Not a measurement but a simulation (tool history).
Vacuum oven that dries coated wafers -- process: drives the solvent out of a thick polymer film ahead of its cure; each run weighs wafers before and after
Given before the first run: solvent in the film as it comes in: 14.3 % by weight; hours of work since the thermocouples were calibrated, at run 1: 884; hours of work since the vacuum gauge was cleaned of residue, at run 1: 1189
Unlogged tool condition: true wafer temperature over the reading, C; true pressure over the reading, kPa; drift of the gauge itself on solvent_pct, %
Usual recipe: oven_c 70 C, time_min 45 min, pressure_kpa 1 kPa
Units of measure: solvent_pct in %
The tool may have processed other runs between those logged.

run   hour  oven_c  time_min  pressure_kpa  hours of work since the thermocouples were calibrated  hours of work since the vacuum gauge was cleaned of residue  solvent_pct
  1      0      70        45             1                                                    884                                                         1189         3.18
  2   49.6      70        45             1                                                    919                                                         1224         3.25
  3   71.6      70        45             1                                                    935                                                         1240         3.19
  4  112.8      70        45             1                                                    964                                                         1269         3.19
  5  139.4      58        45             1                                                    983                                                         1288          6.4
  6  170.5      65        45             1                                                   1005                                                         1310          4.5
  7  205.6      70        45          1.42                                                   1030                                                         1335         3.32
  8  239.3      70        36             1                                                   1054                                                         1359         4.07
  9  264.1      70        62             1                                                   1072                                                         1377         2.12
 10  296.5      62        62             1                                                   1095                                                         1400         4.08
 11  318.5      62        62             1                                                   1110                                                         1416         4.08
 12  352.4      68        27          1.71                                                   1135                                                         1440         5.91
     369.9  -- vacuum gauge cleaned of residue and calibrated
 13  398.7      65        65             1                                                   1166                                                           20         2.85
 14  427.8      60        45             1                                                   1187                                                           41         5.62

Each row is a separate what-if for the run after 14, all from the same tool condition, not one after another. Results?
  A  468.4      64        24             1                                                   1216                                                           70            ?
  B  468.4      70        45             1                                                   1216                                                           70            ?
  C  468.4      60        76             1                                                   1216                                                           70            ?
  D  468.4      69        31          0.86                                                   1216                                                           70            ?

run  solvent_pct
  A         7.03
  B            3
  C          3.5
  D         4.67
Without the tool's hidden state the same runs would have given:
run  solvent_pct
  A         7.31
  B         3.29
  C         3.81
  D         4.98

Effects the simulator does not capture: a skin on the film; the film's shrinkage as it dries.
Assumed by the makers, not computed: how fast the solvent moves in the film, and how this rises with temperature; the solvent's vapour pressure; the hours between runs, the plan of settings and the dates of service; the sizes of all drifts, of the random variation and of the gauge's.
